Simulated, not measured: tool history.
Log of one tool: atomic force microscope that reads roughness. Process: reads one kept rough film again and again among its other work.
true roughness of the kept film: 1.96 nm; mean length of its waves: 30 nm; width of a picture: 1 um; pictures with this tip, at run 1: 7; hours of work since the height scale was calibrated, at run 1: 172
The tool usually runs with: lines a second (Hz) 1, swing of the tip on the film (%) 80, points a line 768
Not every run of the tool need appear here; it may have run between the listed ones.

run,hour,lines a second (Hz),swing of the tip on the film (%),points a line,pictures with this tip,hours of work since the height scale was calibrated,roughness of the kept film (nm (root mean square))
1,0,1,80,768,7,172,1.568
2,15.3,1,80,768,39,182,1.421
3,32.5,1,80,768,74,194,1.296
# hour 37.4: new tip fitted
4,51,1,80,768,29,206,1.476
5,61.8,1,60,768,51,213,1.485
6,73,1,60,768,74,220,1.393
# hour 78.7: new tip fitted
7,86.1,1,60,768,15,229,1.659
8,99,1,60,768,42,237,1.535
9,111,1,80,768,66,245,1.334
# hour 119.4: new tip fitted
10,134,0.74,80,768,30,260,1.516
11,150.5,0.74,80,768,64,271,1.388
# hour 160.6: new tip fitted
12,162.9,1,56,768,5,279,1.71
13,175.9,1,80,768,31,287,1.449
14,186.5,1,80,768,53,294,1.365
# hour 201.7: new tip fitted
15,209.9,1,80,768,17,309,1.519
16,231.7,1,80,768,62,324,1.344
# hour 241.9: new tip fitted
17,253.8,1.32,80,768,24,338,1.444
18,267.2,1.32,80,768,52,347,1.337
# hour 282.2: new tip fitted
19,282.2,1.32,80,768,0,356,1.557
20,297.9,1.32,80,768,32,367,1.416
21,310.4,1.32,80,768,58,375,1.324
# hour 322.5: new tip fitted
22,322.5,1.32,80,768,0,383,1.572
23,342.6,1.32,80,768,41,396,1.367
# hour 362.9: new tip fitted
24,366,1.32,80,768,7,411,1.5
25,387.9,1.32,80,768,52,426,1.33
# hour 403.4: new tip fitted
26,407.2,1.32,80,768,8,438,1.507
27,425.7,0.66,80,462,46,450,1.46
# hour 444.7: new tip fitted
28,447.5,0.88,85,478,6,464,1.544
29,460.2,0.88,85,478,32,473,1.436
30,480.1,0.56,58,478,73,486,1.438
# hour 485.6: new tip fitted
31,501.9,0.56,58,478,34,500,1.594
32,524.6,0.56,58,478,81,515,1.407
# hour 527.3: new tip fitted
33,545.2,0.78,62,286,36,528,1.554
34,564.1,2.34,87,389,75,541,1.051
# hour 568.6: new tip fitted
35,583.2,2.34,87,389,30,553,1.175
36,600.2,0.62,86,345,65,564,1.338
# hour 608.8: new tip fitted
37,623.4,0.62,86,345,30,579,1.476
38,648,0.62,86,383,81,595,1.279
# hour 649.6: new tip fitted
39,669.2,2.07,80,813,41,609,1.276
40,688,1,62,819,79,621,1.376
# hour 690: new tip fitted
41,710.2,1,62,819,42,636,1.521
42,727.8,2.64,62,819,78,647,1.309
# hour 730: new tip fitted
43,752,1.37,80,495,45,663,1.352
44,764.4,1.37,80,495,71,671,1.27
# hour 771.5: new tip fitted
45,776.3,1.37,80,495,9,679,1.489
46,792.8,0.99,80,324,43,690,1.391
# hour 812.9: new tip fitted
47,815.2,0.63,85,267,5,704,1.581

Alternative continuations, all from the tool just after run 47; predict every row:
A,831.7,1.66,85,419,39,715,?
B,831.7,1,69,768,39,715,?
C,831.7,0.63,74,267,39,715,?

run,roughness of the kept film (nm (root mean square))
A,1.277
B,1.509
C,1.497
Stripped of hidden state, with their random variation kept, the same runs would have yielded:
run,roughness of the kept film (nm (root mean square))
A,1.442
B,1.703
C,1.689
